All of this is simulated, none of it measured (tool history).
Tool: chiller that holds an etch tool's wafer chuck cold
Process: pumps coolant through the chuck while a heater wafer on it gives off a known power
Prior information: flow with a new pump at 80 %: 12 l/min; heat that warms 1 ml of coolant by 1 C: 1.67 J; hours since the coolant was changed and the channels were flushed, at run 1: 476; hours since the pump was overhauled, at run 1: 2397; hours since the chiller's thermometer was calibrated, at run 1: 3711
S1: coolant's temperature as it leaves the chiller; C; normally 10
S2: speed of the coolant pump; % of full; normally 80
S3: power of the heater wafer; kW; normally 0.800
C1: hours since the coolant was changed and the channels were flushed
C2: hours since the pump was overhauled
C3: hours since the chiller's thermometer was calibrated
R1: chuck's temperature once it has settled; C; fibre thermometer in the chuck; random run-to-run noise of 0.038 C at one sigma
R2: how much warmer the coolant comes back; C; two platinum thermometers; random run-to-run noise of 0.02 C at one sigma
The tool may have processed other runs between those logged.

run 1 day=0.000 | S1=10 S2=80 S3=0.800 | C1=476 C2=2397 C3=3711 | R1=15.49 R2=2.52
run 2 day=2.329 | S1=10 S2=73 S3=0.800 | C1=532 C2=2453 C3=3767 | R1=15.86 R2=2.81
run 3 day=4.396 | S1=10 S2=73 S3=0.800 | C1=581 C2=2502 C3=3817 | R1=15.87 R2=2.78
run 4 day=6.171 | S1=10 S2=73 S3=0.800 | C1=624 C2=2545 C3=3859 | R1=15.87 R2=2.77
run 5 day=7.342 | S1=10 S2=80 S3=0.598 | C1=652 C2=2573 C3=3887 | R1=13.97 R2=1.92
run 6 day=9.538 | S1=10 S2=80 S3=0.598 | C1=705 C2=2626 C3=3940 | R1=13.83 R2=1.90
run 7 day=11.512 | S1=10 S2=97 S3=0.598 | C1=752 C2=2673 C3=3987 | R1=13.34 R2=1.53
run 8 day=12.783 | S1=13 S2=80 S3=0.800 | C1=783 C2=2703 C3=4018 | R1=18.57 R2=2.54
run 9 day=14.454 | S1=13 S2=80 S3=0.800 | C1=823 C2=2744 C3=4058 | R1=18.56 R2=2.52
run 10 day=16.588 | S1=13 S2=80 S3=0.800 | C1=874 C2=2795 C3=4109 | R1=18.55 R2=2.53
run 11 day=18.721 | S1=13 S2=80 S3=0.800 | C1=925 C2=2846 C3=4160 | R1=18.59 R2=2.54
run 12 day=20.733 | S1=13 S2=80 S3=0.800 | C1=974 C2=2894 C3=4209 | R1=18.55 R2=2.55
run 13 day=22.317 | S1=10 S2=80 S3=0.899 | C1=1012 C2=2932 C3=4247 | R1=16.28 R2=2.88
run 14 day=23.871 | S1=10 S2=80 S3=0.800 | C1=1049 C2=2970 C3=4284 | R1=15.56 R2=2.56
run 15 day=25.421 | S1=10 S2=80 S3=0.800 | C1=1086 C2=3007 C3=4321 | R1=15.51 R2=2.58
run 16 day=26.875 | S1=10 S2=95 S3=0.800 | C1=1121 C2=3042 C3=4356 | R1=14.91 R2=2.16
run 17 day=28.942 | S1=10 S2=95 S3=0.800 | C1=1171 C2=3091 C3=4406 | R1=14.99 R2=2.14
run 18 day=31.529 | S1=10 S2=87 S3=0.420 | C1=1233 C2=3153 C3=4468 | R1=12.20 R2=1.20
run 19 day=33.304 | S1=10 S2=87 S3=0.420 | C1=1275 C2=3196 C3=4510 | R1=12.29 R2=1.23
run 20 day=35.979 | S1=17 S2=82 S3=0.505 | C1=1339 C2=3260 C3=4574 | R1=20.10 R2=1.60
run 21 day=38.662 | S1=11 S2=82 S3=0.505 | C1=1404 C2=3325 C3=4639 | R1=14.14 R2=1.55
run 22 day=39.862 | S1=10 S2=70 S3=0.800 | C1=1433 C2=3353 C3=4668 | R1=16.08 R2=2.99
run 23 day=41.288 | S1=10 S2=67 S3=0.502 | C1=1467 C2=3388 C3=4702 | R1=13.61 R2=2.00
run 24 day=43.021 | S1=10 S2=67 S3=0.502 | C1=1508 C2=3429 C3=4743 | R1=13.46 R2=1.97
-- day=43.950 chiller's thermometer calibrated
run 25 day=45.708 | S1=8 S2=66 S3=0.723 | C1=1572 C2=3493 C3=42 | R1=14.63 R2=2.85
run 26 day=47.812 | S1=10 S2=72 S3=1.011 | C1=1622 C2=3543 C3=93 | R1=18.87 R2=3.69
run 27 day=49.929 | S1=10 S2=72 S3=1.011 | C1=1673 C2=3594 C3=144 | R1=18.91 R2=3.69
run 28 day=51.933 | S1=10 S2=98 S3=0.810 | C1=1721 C2=3642 C3=192 | R1=15.95 R2=2.18
run 29 day=53.383 | S1=10 S2=98 S3=0.810 | C1=1756 C2=3677 C3=226 | R1=15.88 R2=2.13
run 30 day=54.904 | S1=10 S2=74 S3=0.800 | C1=1793 C2=3713 C3=263 | R1=16.90 R2=2.83
run 31 day=57.438 | S1=5 S2=82 S3=0.805 | C1=1853 C2=3774 C3=324 | R1=11.64 R2=2.51

Here are 3 independent what-if runs from the current tool condition. What would each one return?
run A day=58.867 | S1=5 S2=65 S3=0.805 | C1=1888 C2=3808 C3=358 | R1=? R2=?
run B day=58.867 | S1=14 S2=60 S3=0.763 | C1=1888 C2=3808 C3=358 | R1=? R2=?
run C day=58.867 | S1=4 S2=78 S3=0.933 | C1=1888 C2=3808 C3=358 | R1=? R2=?

run=A R1=12.53 R2=3.28
run=B R1=21.45 R2=3.41
run=C R1=11.85 R2=3.11
What these runs would have given with no unlogged condition in the tool:
run=A R1=11.85 R2=3.02
run=B R1=20.78 R2=3.14
run=C R1=11.13 R2=2.86
